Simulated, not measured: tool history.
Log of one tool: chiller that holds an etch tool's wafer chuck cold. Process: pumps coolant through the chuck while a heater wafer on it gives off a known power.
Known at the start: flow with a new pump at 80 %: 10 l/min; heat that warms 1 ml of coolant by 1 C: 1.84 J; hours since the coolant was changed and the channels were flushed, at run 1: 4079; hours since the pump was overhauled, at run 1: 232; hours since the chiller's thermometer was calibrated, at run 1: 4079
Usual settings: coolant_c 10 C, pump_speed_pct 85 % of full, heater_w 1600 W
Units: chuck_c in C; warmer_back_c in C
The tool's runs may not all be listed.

| run | hour | coolant_c | pump_speed_pct | heater_w | hours since the coolant was changed and the channels were flushed | hours since the pump was overhauled | hours since the chiller's thermometer was calibrated | chuck_c | warmer_back_c |
|---|---|---|---|---|---|---|---|---|---|
| 1 | 0 | 10 | 85 | 1600 | 4079 | 232 | 4079 | 20.1 | 4.87 |
| 2 | 80.5 | 14 | 85 | 1600 | 4160 | 313 | 4160 | 24.3 | 4.89 |
| 3 | 183.9 | 10 | 97 | 1600 | 4263 | 416 | 4263 | 19.4 | 4.31 |
| 4 | 293.7 | 4 | 85 | 1600 | 4373 | 526 | 4373 | 14 | 4.93 |
| 5 | 418.2 | 4 | 85 | 1600 | 4498 | 651 | 4498 | 14.3 | 4.91 |
| 6 | 513.7 | 4 | 85 | 1932 | 4593 | 746 | 4593 | 16.4 | 5.92 |
| 7 | 600.3 | 4 | 85 | 1932 | 4680 | 833 | 4680 | 16.4 | 5.98 |
| 8 | 714.9 | 12 | 85 | 1600 | 4794 | 947 | 4794 | 22.2 | 4.88 |
| 9 | 807.1 | 10 | 85 | 1600 | 4886 | 1039 | 4886 | 20.2 | 4.94 |
| 10 | 897.6 | 10 | 85 | 1600 | 4977 | 1130 | 4977 | 20.3 | 4.91 |
| 11 | 1012.4 | 10 | 85 | 1600 | 5092 | 1245 | 5092 | 20.2 | 4.85 |
| 12 | 1116.6 | 10 | 85 | 1600 | 5196 | 1349 | 5196 | 20.2 | 4.9 |
| 13 | 1172.8 | 4 | 88 | 825 | 5252 | 1405 | 5252 | 9 | 2.44 |
| 14 | 1283.7 | 17 | 81 | 823 | 5363 | 1516 | 5363 | 22.5 | 2.69 |
| 15 | 1362.4 | 10 | 87 | 1600 | 5442 | 1595 | 5442 | 20.2 | 4.76 |
| 16 | 1434.8 | 10 | 69 | 2377 | 5514 | 1667 | 5514 | 27.9 | 9.04 |
| 17 | 1534.4 | 10 | 85 | 1830 | 5614 | 1767 | 5614 | 21.6 | 5.56 |
| 18 | 1644.9 | 12 | 85 | 1035 | 5724 | 1877 | 5724 | 18.6 | 3.16 |
| 19 | 1734.8 | 13 | 61 | 1298 | 5814 | 1967 | 5814 | 23.8 | 5.68 |
| 20 | 1830.3 | 11 | 63 | 1600 | 5910 | 2063 | 5910 | 23.9 | 6.77 |
|  | 1837.7 | chiller's thermometer calibrated |
|  | 1877 | coolant changed, channels flushed |
| 21 | 1900.1 | 11 | 75 | 880 | 23 | 2125 | 56 | 17.4 | 3.1 |
| 22 | 1966.7 | 1 | 85 | 889 | 90 | 2192 | 123 | 6.5 | 2.75 |
| 23 | 2070.6 | 10 | 61 | 1452 | 194 | 2296 | 227 | 22.1 | 6.27 |

How the hidden state differs across the entries between the runs, from the last listed run before each to the first after it:
Between runs 20 and 21: chiller's thermometer calibrated (hour 1837.7); coolant changed, channels flushed (hour 1877)
  heat passed by the chuck's channels, % of clean ones': 99.9 -> 100; coolant's true temperature over the reading, C: 0.01 -> 0
